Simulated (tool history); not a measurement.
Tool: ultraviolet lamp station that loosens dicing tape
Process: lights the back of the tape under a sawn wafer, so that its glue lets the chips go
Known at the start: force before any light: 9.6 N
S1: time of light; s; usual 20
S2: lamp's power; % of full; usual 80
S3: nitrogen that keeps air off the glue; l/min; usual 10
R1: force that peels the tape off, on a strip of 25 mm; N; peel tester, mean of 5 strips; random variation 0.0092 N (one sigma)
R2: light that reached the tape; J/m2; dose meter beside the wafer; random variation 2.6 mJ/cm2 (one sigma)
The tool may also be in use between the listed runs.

run,hour,S1,S2,S3,R1,R2
1,0.0,20,80,10,0.556,2680
# hour 70.7: window cleaned of glue's vapour
2,70.7,20,80,10,0.708,2390
3,138.6,20,80,10,0.794,2250
4,197.7,20,62,10,1.413,1660
# hour 235.6: window cleaned of glue's vapour, once more
5,277.5,20,62,10,0.991,2040
6,350.9,20,62,10,1.107,1870
7,436.9,20,80,10,0.757,2290
8,504.4,20,80,20,0.572,2120
9,566.7,20,80,20,0.651,2020
10,628.5,20,80,10,1.113,1910
# hour 664.9: window cleaned of glue's vapour
11,664.9,20,80,10,0.873,2120
12,725.4,15,80,10,1.676,1460
13,804.2,20,67,10,1.523,1540
# hour 819.9: lamp changed
14,872.4,35,80,10,0.247,5330
15,938.2,35,80,10,0.253,5060
16,974.3,20,80,10,0.520,2800
17,1038.7,20,80,10,0.547,2690
# hour 1095.3: window cleaned of glue's vapour
18,1125.8,26,64,5,0.751,2930
19,1195.2,30,91,20,0.250,4580
20,1247.4,30,91,20,0.267,4390
21,1286.6,25,91,13,0.313,3590
22,1364.0,25,78,20,0.348,2880
23,1424.3,30,80,19,0.302,3360
24,1477.9,30,80,19,0.315,3200
# hour 1527.9: window cleaned of glue's vapour
25,1559.3,15,92,15,0.827,1930
26,1601.3,26,63,16,0.603,2220
27,1655.2,25,69,10,0.789,2280
28,1718.9,25,69,10,0.912,2060
29,1763.7,25,69,10,0.977,2020
30,1848.5,16,89,4,2.633,1500
# hour 1884.5: lamp changed
31,1886.5,14,100,10,0.602,2530
32,1943.1,24,94,10,0.299,3950
# hour 1960.9: window cleaned of glue's vapour
33,1989.3,28,64,17,0.290,3500

4 ways to go on from here, each from the tool as it stands after run 33. What would each give?
A,2029.2,20,92,10,?,?
B,2029.2,14,73,15,?,?
C,2029.2,30,66,10,?,?
D,2029.2,22,97,4,?,?

run,R1,R2
A,0.377,3470
B,0.857,1910
C,0.330,3680
D,0.504,4010
Without the tool's hidden state the same runs would have given:
run,R1,R2
A,0.330,3840
B,0.700,2120
C,0.296,4080
D,0.420,4450

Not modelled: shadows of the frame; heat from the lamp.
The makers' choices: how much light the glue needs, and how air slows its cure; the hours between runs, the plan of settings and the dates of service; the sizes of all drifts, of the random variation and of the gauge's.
